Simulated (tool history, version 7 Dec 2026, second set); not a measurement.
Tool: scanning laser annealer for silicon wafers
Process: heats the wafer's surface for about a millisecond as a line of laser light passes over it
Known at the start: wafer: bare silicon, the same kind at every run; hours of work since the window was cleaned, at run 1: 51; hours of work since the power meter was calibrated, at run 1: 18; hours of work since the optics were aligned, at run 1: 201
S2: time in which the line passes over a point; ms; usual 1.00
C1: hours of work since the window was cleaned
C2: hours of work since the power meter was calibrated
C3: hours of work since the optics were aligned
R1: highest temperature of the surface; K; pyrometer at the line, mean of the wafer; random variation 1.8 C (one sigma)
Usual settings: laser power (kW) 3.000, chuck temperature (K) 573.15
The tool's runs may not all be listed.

Run 1, hour 0.0: usual settings; C1 51; C2 18; C3 201. Result: R1 1297.15 K.
Run 2, hour 15.0: usual settings; C1 61; C2 28; C3 211. Result: R1 1296.15 K.
Run 3, hour 31.9: usual settings but chuck temperature (K) 549.15; C1 71; C2 38; C3 221. Result: R1 1272.15 K.
Run 4, hour 47.8: usual settings but chuck temperature (K) 549.15; C1 81; C2 48; C3 231. Result: R1 1269.15 K.
Run 5, hour 58.0: usual settings but S2 0.93 ms, chuck temperature (K) 549.15; C1 88; C2 55; C3 238. Result: R1 1243.15 K.
Run 6, hour 72.2: usual settings but S2 0.93 ms, chuck temperature (K) 549.15; C1 97; C2 64; C3 247. Result: R1 1244.15 K.
Run 7, hour 87.2: usual settings but S2 0.82 ms; C1 106; C2 73; C3 256. Result: R1 1224.15 K.
Run 8, hour 98.1: usual settings but S2 0.82 ms; C1 113; C2 80; C3 263. Result: R1 1223.15 K.
Run 9, hour 119.5: usual settings but S2 0.82 ms; C1 126; C2 93; C3 276. Result: R1 1221.15 K.
Run 10, hour 140.0: usual settings but S2 0.82 ms; C1 139; C2 106; C3 289. Result: R1 1220.15 K.
Run 11, hour 157.8: usual settings but S2 1.25 ms; C1 150; C2 117; C3 300. Result: R1 1373.15 K.
Run 12, hour 174.9: usual settings but chuck temperature (K) 569.15; C1 161; C2 128; C3 311. Result: R1 1284.15 K.
Run 13, hour 195.4: usual settings but laser power (kW) 3.207; C1 174; C2 141; C3 324. Result: R1 1350.15 K.
Run 14, hour 209.5: usual settings but laser power (kW) 3.207; C1 183; C2 150; C3 333. Result: R1 1348.15 K.
Run 15, hour 228.3: usual settings but laser power (kW) 3.207; C1 195; C2 162; C3 344. Result: R1 1349.15 K.
Run 16, hour 249.0: usual settings but laser power (kW) 3.027; C1 208; C2 175; C3 358. Result: R1 1294.15 K.
Run 17, hour 263.7: usual settings but laser power (kW) 3.027; C1 217; C2 184; C3 367. Result: R1 1296.15 K.
Run 18, hour 280.5: usual settings; C1 227; C2 194; C3 377. Result: R1 1283.15 K.
Run 19, hour 290.0: usual settings; C1 233; C2 200; C3 383. Result: R1 1286.15 K.
Run 20, hour 305.7: usual settings but S2 0.97 ms; C1 243; C2 210; C3 393. Result: R1 1273.15 K.
Run 21, hour 314.8: usual settings but laser power (kW) 3.281, S2 0.93 ms; C1 249; C2 216; C3 399. Result: R1 1334.15 K.
Run 22, hour 336.2: usual settings but laser power (kW) 2.911; C1 262; C2 229; C3 412. Result: R1 1257.15 K.
Run 23, hour 350.0: usual settings but laser power (kW) 2.776; C1 271; C2 238; C3 421. Result: R1 1218.15 K.
Run 24, hour 368.2: usual settings but laser power (kW) 2.776; C1 282; C2 249; C3 432. Result: R1 1217.15 K.
Run 25, hour 387.9: usual settings but laser power (kW) 2.674, S2 0.94 ms, chuck temperature (K) 610.15; C1 295; C2 262; C3 445. Result: R1 1202.15 K.
Run 26, hour 404.9: usual settings but laser power (kW) 2.616, chuck temperature (K) 544.15; C1 305; C2 273; C3 455. Result: R1 1140.15 K.
Run 27, hour 425.3: usual settings but laser power (kW) 2.616, chuck temperature (K) 544.15; C1 318; C2 285; C3 468. Result: R1 1139.15 K.
Run 28, hour 437.0: usual settings but laser power (kW) 2.616, chuck temperature (K) 544.15; C1 326; C2 293; C3 476. Result: R1 1135.15 K.
Run 29, hour 447.6: usual settings but laser power (kW) 2.850, S2 1.12 ms, chuck temperature (K) 555.15; C1 332; C2 299; C3 482. Result: R1 1253.15 K.
Run 30, hour 456.8: usual settings but chuck temperature (K) 580.15; C1 338; C2 305; C3 488. Result: R1 1289.15 K.
Run 31, hour 469.1: usual settings but laser power (kW) 3.298, S2 0.74 ms, chuck temperature (K) 588.15; C1 346; C2 313; C3 496. Result: R1 1272.15 K.
Run 32, hour 480.2: usual settings but laser power (kW) 3.298, S2 0.74 ms, chuck temperature (K) 588.15; C1 353; C2 320; C3 503. Result: R1 1269.15 K.
Run 33, hour 499.7: usual settings but laser power (kW) 3.298, S2 0.74 ms, chuck temperature (K) 588.15; C1 365; C2 332; C3 515. Result: R1 1264.15 K.
Run 34, hour 517.9: usual settings but laser power (kW) 2.635, chuck temperature (K) 538.15; C1 376; C2 343; C3 526. Result: R1 1133.15 K.
Run 35, hour 528.9: usual settings but laser power (kW) 2.661, S2 1.08 ms, chuck temperature (K) 552.15; C1 383; C2 350; C3 533. Result: R1 1178.15 K.
Run 36, hour 541.9: usual settings but laser power (kW) 3.125, S2 1.22 ms, chuck temperature (K) 566.15; C1 391; C2 359; C3 541. Result: R1 1375.15 K.
Run 37, hour 560.8: usual settings but laser power (kW) 3.125, S2 1.22 ms, chuck temperature (K) 566.15; C1 403; C2 370; C3 553. Result: R1 1377.15 K.
Run 38, hour 579.0: usual settings but laser power (kW) 3.125, S2 1.22 ms, chuck temperature (K) 566.15; C1 415; C2 382; C3 565. Result: R1 1377.15 K.
Run 39, hour 590.9: usual settings but laser power (kW) 3.125, S2 1.22 ms, chuck temperature (K) 566.15; C1 422; C2 389; C3 572. Result: R1 1376.15 K.
At hour 603.9: window over the wafer cleaned.
Run 40, hour 611.4: usual settings but laser power (kW) 3.125, S2 1.22 ms, chuck temperature (K) 566.15; C1 5; C2 401; C3 584. Result: R1 1395.15 K.

Hidden state at the last listed run before each entry between runs and at the first one after, where it differs:
Between runs 39 and 40: window over the wafer cleaned (hour 603.9)
  light that passes the window, % of a clean one's: 97.52 -> 99.8; width of the line over the set one, %: 2.12 -> 2.16
  measured less the result without the state, R1: -35.00 -> -12.00 K

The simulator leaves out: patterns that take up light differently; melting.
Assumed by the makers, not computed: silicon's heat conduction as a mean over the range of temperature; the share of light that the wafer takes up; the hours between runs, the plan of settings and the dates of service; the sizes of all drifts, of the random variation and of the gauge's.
